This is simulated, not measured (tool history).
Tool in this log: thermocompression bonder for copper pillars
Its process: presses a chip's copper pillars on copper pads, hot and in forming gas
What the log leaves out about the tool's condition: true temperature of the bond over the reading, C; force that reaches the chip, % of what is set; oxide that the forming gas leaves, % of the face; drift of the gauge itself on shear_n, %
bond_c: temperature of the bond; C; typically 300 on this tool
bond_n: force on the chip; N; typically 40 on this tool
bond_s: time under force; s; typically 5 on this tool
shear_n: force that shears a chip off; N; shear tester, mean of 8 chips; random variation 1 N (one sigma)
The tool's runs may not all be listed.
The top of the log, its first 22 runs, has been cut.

run,hour,bond_c,bond_n,bond_s,hours of work since the heater was calibrated,hours of work since the force cell was calibrated,hours of work since the gas filter was changed,shear_n
23,365.2,300,58,5,610,362,43,115.8
24,389.2,300,58,5,624,375,56,113.1
25,410,292,56,8,635,387,67,120.4
26,425.8,323,40,8,644,396,76,122.7
27,443.7,323,40,8,654,405,86,123
28,458.6,286,32,12,662,414,94,95.5
29,468.9,300,33,5,668,419,100,86.5
30,489.1,309,40,5,679,431,111,100.7
31,513.7,284,40,5,692,444,125,84.9

The next listed run, before its measurement:
32,533.1,309,51,4,703,455,135,?

{"run 32": {"shear_n": 109.4}}
Were there no unlogged condition in the tool, this run, its random variation unchanged, would have produced shear_n 106.2 N.
